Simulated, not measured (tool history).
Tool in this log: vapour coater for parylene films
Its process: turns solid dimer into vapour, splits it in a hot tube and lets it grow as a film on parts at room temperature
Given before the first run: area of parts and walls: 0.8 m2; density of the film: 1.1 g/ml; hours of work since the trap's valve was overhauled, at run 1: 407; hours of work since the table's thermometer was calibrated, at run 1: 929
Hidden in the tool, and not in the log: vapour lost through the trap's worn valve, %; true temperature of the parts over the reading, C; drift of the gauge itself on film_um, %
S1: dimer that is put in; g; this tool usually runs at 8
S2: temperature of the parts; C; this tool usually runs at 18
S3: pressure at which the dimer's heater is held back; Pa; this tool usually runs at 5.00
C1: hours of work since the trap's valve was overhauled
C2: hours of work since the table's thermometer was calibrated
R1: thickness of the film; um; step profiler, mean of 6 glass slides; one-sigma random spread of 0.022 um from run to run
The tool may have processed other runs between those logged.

run 1 hour=0.0 | S1=8 S2=18 S3=5.00 | C1=407 C2=929 | R1=3.96
-- hour=28.0 trap's valve overhauled
run 2 hour=57.9 | S1=8 S2=18 S3=5.00 | C1=25 C2=974 | R1=4.26
run 3 hour=119.3 | S1=3 S2=18 S3=5.00 | C1=77 C2=1026 | R1=1.56
run 4 hour=153.6 | S1=8 S2=18 S3=5.00 | C1=106 C2=1055 | R1=4.20
run 5 hour=197.1 | S1=8 S2=18 S3=5.00 | C1=143 C2=1092 | R1=4.19
run 6 hour=237.0 | S1=8 S2=18 S3=5.00 | C1=177 C2=1126 | R1=4.12
run 7 hour=284.6 | S1=8 S2=18 S3=5.00 | C1=217 C2=1166 | R1=4.13
run 8 hour=343.8 | S1=8 S2=18 S3=5.00 | C1=267 C2=1216 | R1=4.09
run 9 hour=387.1 | S1=8 S2=18 S3=5.00 | C1=304 C2=1253 | R1=4.07
run 10 hour=422.8 | S1=8 S2=18 S3=2.34 | C1=334 C2=1283 | R1=4.44
run 11 hour=473.4 | S1=8 S2=18 S3=5.00 | C1=377 C2=1326 | R1=4.02
run 12 hour=514.2 | S1=8 S2=18 S3=5.00 | C1=411 C2=1360 | R1=3.96
-- hour=534.9 trap's valve overhauled
run 13 hour=565.3 | S1=5 S2=14 S3=5.00 | C1=26 C2=1400 | R1=3.02
run 14 hour=597.9 | S1=10 S2=14 S3=5.00 | C1=53 C2=1428 | R1=6.05
run 15 hour=638.1 | S1=6 S2=14 S3=3.17 | C1=87 C2=1461 | R1=3.78
run 16 hour=694.0 | S1=3 S2=11 S3=4.21 | C1=134 C2=1509 | R1=2.00
run 17 hour=754.7 | S1=5 S2=11 S3=3.04 | C1=186 C2=1560 | R1=3.49
run 18 hour=792.1 | S1=11 S2=25 S3=2.89 | C1=217 C2=1592 | R1=4.83
run 19 hour=845.3 | S1=13 S2=18 S3=5.00 | C1=262 C2=1637 | R1=6.62
run 20 hour=901.3 | S1=8 S2=10 S3=5.00 | C1=310 C2=1684 | R1=5.28
run 21 hour=952.8 | S1=8 S2=10 S3=5.00 | C1=353 C2=1727 | R1=5.21
run 22 hour=986.7 | S1=6 S2=21 S3=7.16 | C1=382 C2=1756 | R1=2.57
-- hour=1043.9 trap's valve overhauled
run 23 hour=1051.5 | S1=9 S2=23 S3=5.47 | C1=6 C2=1808 | R1=3.96
run 24 hour=1089.6 | S1=13 S2=18 S3=5.00 | C1=39 C2=1840 | R1=6.79

Had the tool no unlogged condition, and each run kept its random variation, what would the results have been?
run=1 R1=4.34
run=2 R1=4.36
run=3 R1=1.61
run=4 R1=4.36
run=5 R1=4.38
run=6 R1=4.33
run=7 R1=4.38
run=8 R1=4.38
run=9 R1=4.39
run=10 R1=4.82
run=11 R1=4.40
run=12 R1=4.36
run=13 R1=3.10
run=14 R1=6.24
run=15 R1=3.93
run=16 R1=2.10
run=17 R1=3.69
run=18 R1=5.13
run=19 R1=7.11
run=20 R1=5.72
run=21 R1=5.69
run=22 R1=2.82
run=23 R1=4.08
run=24 R1=7.03
